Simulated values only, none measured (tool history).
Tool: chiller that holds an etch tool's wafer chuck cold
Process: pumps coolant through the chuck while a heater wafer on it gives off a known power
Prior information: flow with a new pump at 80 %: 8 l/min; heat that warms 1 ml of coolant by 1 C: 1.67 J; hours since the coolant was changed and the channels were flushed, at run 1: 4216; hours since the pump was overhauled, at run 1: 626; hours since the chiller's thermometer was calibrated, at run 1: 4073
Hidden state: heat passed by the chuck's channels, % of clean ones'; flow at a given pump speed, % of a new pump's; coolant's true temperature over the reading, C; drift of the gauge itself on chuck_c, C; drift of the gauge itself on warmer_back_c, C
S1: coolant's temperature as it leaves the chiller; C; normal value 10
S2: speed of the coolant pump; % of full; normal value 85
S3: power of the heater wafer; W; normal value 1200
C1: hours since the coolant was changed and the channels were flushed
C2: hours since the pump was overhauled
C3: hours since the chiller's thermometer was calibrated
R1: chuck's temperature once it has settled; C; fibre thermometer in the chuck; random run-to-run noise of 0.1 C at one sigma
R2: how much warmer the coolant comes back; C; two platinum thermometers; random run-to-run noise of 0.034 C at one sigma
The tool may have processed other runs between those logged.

run 1 hour=0 | S1=10 S2=85 S3=1200 | C1=4216 C2=626 C3=4073 | R1=21.9 R2=5.01
run 2 hour=50 | S1=10 S2=85 S3=1681 | C1=4266 C2=676 C3=4123 | R1=26.7 R2=7.09
-- hour=75.9 coolant changed, channels flushed
run 3 hour=139.2 | S1=10 S2=90 S3=1681 | C1=63 C2=760 C3=4206 | R1=25.7 R2=6.59
run 4 hour=200 | S1=10 S2=90 S3=1681 | C1=124 C2=820 C3=4267 | R1=25.8 R2=6.65
run 5 hour=283.2 | S1=10 S2=85 S3=1200 | C1=207 C2=904 C3=4350 | R1=21.9 R2=5.06
run 6 hour=336 | S1=10 S2=85 S3=619 | C1=260 C2=956 C3=4403 | R1=16.1 R2=2.6
run 7 hour=406.2 | S1=18 S2=63 S3=619 | C1=330 C2=1027 C3=4473 | R1=26.2 R2=3.64
-- hour=469.1 chiller's thermometer calibrated
run 8 hour=469.7 | S1=18 S2=63 S3=619 | C1=393 C2=1089 C3=1 | R1=26.4 R2=3.7
run 9 hour=551.8 | S1=9 S2=81 S3=988 | C1=475 C2=1171 C3=83 | R1=19.4 R2=4.44
run 10 hour=603.4 | S1=10 S2=81 S3=1130 | C1=526 C2=1223 C3=134 | R1=21.9 R2=5.01
run 11 hour=701.3 | S1=0 S2=78 S3=1200 | C1=624 C2=1321 C3=232 | R1=13 R2=5.55

Across each entry between runs, compare the hidden state at the last listed run before it with the hidden state at the first listed run after it:
Between runs 2 and 3: coolant changed, channels flushed (hour 75.9)
  heat passed by the chuck's channels, % of clean ones': 99.8 -> 100
Between runs 7 and 8: chiller's thermometer calibrated (hour 469.1)
  no hidden state differs between the two runs

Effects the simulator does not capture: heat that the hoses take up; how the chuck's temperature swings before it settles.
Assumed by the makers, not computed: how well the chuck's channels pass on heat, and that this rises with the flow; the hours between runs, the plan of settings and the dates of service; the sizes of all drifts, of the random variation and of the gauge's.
